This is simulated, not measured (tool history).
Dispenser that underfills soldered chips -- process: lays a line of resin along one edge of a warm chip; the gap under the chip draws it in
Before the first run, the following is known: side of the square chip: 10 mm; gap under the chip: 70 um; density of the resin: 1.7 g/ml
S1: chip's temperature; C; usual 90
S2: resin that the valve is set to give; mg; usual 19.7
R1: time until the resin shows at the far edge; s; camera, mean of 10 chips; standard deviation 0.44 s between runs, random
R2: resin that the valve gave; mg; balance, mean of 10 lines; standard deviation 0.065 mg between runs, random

| run | hour | S1 | S2 | R1 | R2 |
|---|---|---|---|---|---|
| 1 | 0.0 | 90 | 19.7 | 33.5 | 19.64 |
| 2 | 4.6 | 90 | 19.7 | 39.4 | 19.53 |
|  | 6.0 | new syringe of resin |
| 3 | 8.5 | 90 | 19.7 | 34.2 | 19.61 |
|  | 13.8 | new syringe of resin |
| 4 | 15.8 | 90 | 19.7 | 34.6 | 19.62 |
|  | 21.4 | new syringe of resin |
| 5 | 23.7 | 90 | 25.5 | 33.4 | 25.22 |
|  | 29.5 | new syringe of resin |
| 6 | 31.1 | 99 | 25.5 | 24.2 | 25.05 |
|  | 37.2 | new syringe of resin |
| 7 | 38.0 | 82 | 25.5 | 42.0 | 24.97 |
| 8 | 43.4 | 82 | 25.5 | 49.9 | 25.00 |
|  | 45.2 | new syringe of resin |
| 9 | 48.3 | 90 | 24.0 | 34.8 | 23.49 |
|  | 52.9 | new syringe of resin |
| 10 | 55.2 | 79 | 17.7 | 50.3 | 17.21 |
|  | 60.5 | new syringe of resin |
| 11 | 60.5 | 79 | 17.7 | 46.3 | 17.17 |
|  | 68.1 | new syringe of resin |
| 12 | 68.1 | 79 | 17.7 | 46.3 | 17.11 |
| 13 | 75.3 | 79 | 17.7 | 58.7 | 17.08 |
|  | 76.1 | new syringe of resin |
| 14 | 81.9 | 78 | 22.8 | 57.0 | 21.88 |
|  | 84.0 | new syringe of resin |
| 15 | 87.0 | 89 | 25.0 | 35.0 | 23.96 |
| 16 | 91.3 | 89 | 25.0 | 41.1 | 23.91 |
|  | 91.9 | new syringe of resin |
| 17 | 98.8 | 82 | 20.3 | 52.3 | 19.25 |
|  | 99.7 | new syringe of resin |
| 18 | 102.4 | 88 | 24.4 | 35.5 | 23.23 |

Here are 5 independent what-if runs from the current tool condition. What would each one return?
| A | 105.6 | 101 | 25.2 | ? | ? |
| B | 105.6 | 92 | 22.2 | ? | ? |
| C | 105.6 | 78 | 24.9 | ? | ? |
| D | 105.6 | 96 | 17.1 | ? | ? |
| E | 105.6 | 82 | 22.5 | ? | ? |

| run | R1 | R2 |
|---|---|---|
| A | 26.8 | 23.92 |
| B | 35.0 | 21.11 |
| C | 56.2 | 23.81 |
| D | 30.9 | 16.27 |
| E | 48.7 | 21.47 |
The same runs, with their run-to-run variation unchanged, on a tool lacking any hidden condition would have given:
| run | R1 | R2 |
|---|---|---|
| A | 23.2 | 25.13 |
| B | 30.3 | 22.17 |
| C | 48.9 | 25.00 |
| D | 26.4 | 17.09 |
| E | 42.3 | 22.55 |

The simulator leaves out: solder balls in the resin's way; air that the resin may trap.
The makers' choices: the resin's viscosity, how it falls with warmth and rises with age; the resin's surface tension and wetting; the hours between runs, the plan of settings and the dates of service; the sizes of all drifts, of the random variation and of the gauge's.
